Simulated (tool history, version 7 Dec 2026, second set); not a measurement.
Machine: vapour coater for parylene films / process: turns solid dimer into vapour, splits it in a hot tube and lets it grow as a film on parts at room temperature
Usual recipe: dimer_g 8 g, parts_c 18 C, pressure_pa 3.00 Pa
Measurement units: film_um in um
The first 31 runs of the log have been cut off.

{"run": 32, "hour": 641.8, "dimer_g": 4, "parts_c": 28, "pressure_pa": 4.61, "film_um": 1.23}
{"run": 33, "hour": 670.8, "dimer_g": 11, "parts_c": 12, "pressure_pa": 10.6, "film_um": 3.85}
{"run": 34, "hour": 688.9, "dimer_g": 7, "parts_c": 12, "pressure_pa": 2.66, "film_um": 3.48}
{"run": 35, "hour": 702.0, "dimer_g": 7, "parts_c": 30, "pressure_pa": 9.74, "film_um": 1.71}
{"run": 36, "hour": 719.1, "dimer_g": 5, "parts_c": 18, "pressure_pa": 3.0, "film_um": 2.03}
{"run": 37, "hour": 735.6, "dimer_g": 4, "parts_c": 10, "pressure_pa": 3.22, "film_um": 1.89}
{"run": 38, "hour": 759.6, "dimer_g": 4, "parts_c": 10, "pressure_pa": 4.66, "film_um": 1.73}
{"run": 39, "hour": 774.3, "dimer_g": 7, "parts_c": 18, "pressure_pa": 3.0, "film_um": 2.9}
{"run": 40, "hour": 798.7, "dimer_g": 8, "parts_c": 12, "pressure_pa": 3.0, "film_um": 3.72}
{"run": 41, "hour": 825.3, "dimer_g": 8, "parts_c": 12, "pressure_pa": 3.0, "film_um": 3.73}
{"run": 42, "hour": 853.1, "dimer_g": 14, "parts_c": 22, "pressure_pa": 2.01, "film_um": 5.63}
{"run": 43, "hour": 876.5, "dimer_g": 14, "parts_c": 22, "pressure_pa": 2.01, "film_um": 5.56}
{"run": 44, "hour": 899.8, "dimer_g": 8, "parts_c": 19, "pressure_pa": 3.0, "film_um": 3.11}
{"run": 45, "hour": 918.2, "dimer_g": 8, "parts_c": 19, "pressure_pa": 3.0, "film_um": 3.1}
{"hour": 928.3, "done": "trap's valve overhauled"}
{"run": 46, "hour": 937.0, "dimer_g": 8, "parts_c": 19, "pressure_pa": 3.0, "film_um": 3.45}
{"run": 47, "hour": 959.9, "dimer_g": 7, "parts_c": 19, "pressure_pa": 3.0, "film_um": 3.03}

Alternative continuations, all from the tool just after run 47; predict every row:
{"run": "A", "hour": 983.6, "dimer_g": 8, "parts_c": 20, "pressure_pa": 3.0, "film_um": "?"}
{"run": "B", "hour": 983.6, "dimer_g": 3, "parts_c": 14, "pressure_pa": 2.17, "film_um": "?"}
{"run": "C", "hour": 983.6, "dimer_g": 6, "parts_c": 27, "pressure_pa": 9.59, "film_um": "?"}

run=A film_um=3.30
run=B film_um=1.54
run=C film_um=1.62
The same runs, with their run-to-run variation unchanged, on a tool lacking any hidden condition would have given:
run=A film_um=3.37
run=B film_um=1.57
run=C film_um=1.65
